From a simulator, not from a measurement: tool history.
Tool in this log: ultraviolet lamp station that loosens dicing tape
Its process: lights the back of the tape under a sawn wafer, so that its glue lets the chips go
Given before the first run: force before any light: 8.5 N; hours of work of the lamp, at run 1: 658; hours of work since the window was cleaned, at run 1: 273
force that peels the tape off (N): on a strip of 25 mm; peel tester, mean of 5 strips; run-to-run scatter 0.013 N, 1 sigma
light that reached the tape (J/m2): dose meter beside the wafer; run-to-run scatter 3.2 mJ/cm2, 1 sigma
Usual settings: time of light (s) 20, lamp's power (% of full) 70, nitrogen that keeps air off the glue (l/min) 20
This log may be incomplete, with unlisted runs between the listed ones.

run,day,time of light (s),lamp's power (% of full),nitrogen that keeps air off the glue (l/min),hours of work of the lamp,hours of work since the window was cleaned,force that peels the tape off (N),light that reached the tape (J/m2)
1,0.000,20,70,20,658,273,1.710,2730
2,0.633,20,70,20,669,284,1.877,2730
3,1.333,20,70,20,681,296,1.858,2690
4,2.283,20,70,20,698,312,1.942,2610
5,2.921,20,70,20,709,323,2.020,2600
6,3.775,20,70,9,724,338,2.594,2560
7,4.196,20,71,20,731,346,1.901,2550
8,4.771,20,71,20,741,355,2.124,2500
# day 4.892: lamp changed
9,5.592,20,70,20,12,369,0.940,4060
# day 5.883: window cleaned of glue's vapour
10,6.354,20,70,20,25,8,0.650,4700
11,7.304,20,79,20,42,25,0.548,5180
12,7.779,20,79,20,50,33,0.562,5210
13,8.771,20,79,20,67,50,0.594,5050
14,9.571,20,87,20,81,64,0.484,5460
15,10.521,20,87,20,97,81,0.492,5430
16,11.096,20,70,20,107,91,0.784,4350
17,11.696,20,70,20,118,101,0.825,4300
18,12.467,20,70,20,131,114,0.836,4230
19,13.142,20,70,6,143,126,1.567,4160
20,13.571,20,70,6,151,134,1.589,4160
21,14.271,23,65,6,163,146,1.496,4350
22,15.075,23,65,6,177,160,1.525,4280
23,15.500,38,73,20,184,167,0.219,7890
24,16.229,38,73,20,197,180,0.226,7760
25,17.154,20,70,40,213,196,0.780,3850
26,17.804,20,67,33,224,207,0.914,3640
27,18.654,15,64,11,239,222,2.396,2570
28,19.475,14,85,20,253,236,1.431,3170
29,20.446,19,83,35,270,253,0.727,4140
30,20.929,19,97,9,278,262,1.052,4710
31,21.683,34,76,13,292,275,0.418,6490
32,22.475,18,93,11,305,288,1.121,4250
33,23.050,11,64,11,315,298,3.583,1720
34,23.742,11,64,11,327,310,3.749,1710
35,24.371,12,70,20,338,321,2.574,2030
36,24.862,30,70,14,347,330,0.706,5010
37,25.275,30,70,14,354,337,0.724,4990
38,26.017,23,64,20,367,350,1.212,3360

Here are 4 independent what-if runs from the current tool condition. What would each one return?
A,26.558,20,75,20,376,359,?,?
B,26.558,12,76,11,376,359,?,?
C,26.558,20,87,20,376,359,?,?
D,26.558,13,87,20,376,359,?,?

run,force that peels the tape off (N),light that reached the tape (J/m2)
A,1.250,3470
B,2.985,2130
C,0.935,4040
D,1.925,2630
Without the tool's unlogged condition, the same runs would have read:
run,force that peels the tape off (N),light that reached the tape (J/m2)
A,0.528,5270
B,1.773,3230
C,0.373,6160
D,0.943,4000

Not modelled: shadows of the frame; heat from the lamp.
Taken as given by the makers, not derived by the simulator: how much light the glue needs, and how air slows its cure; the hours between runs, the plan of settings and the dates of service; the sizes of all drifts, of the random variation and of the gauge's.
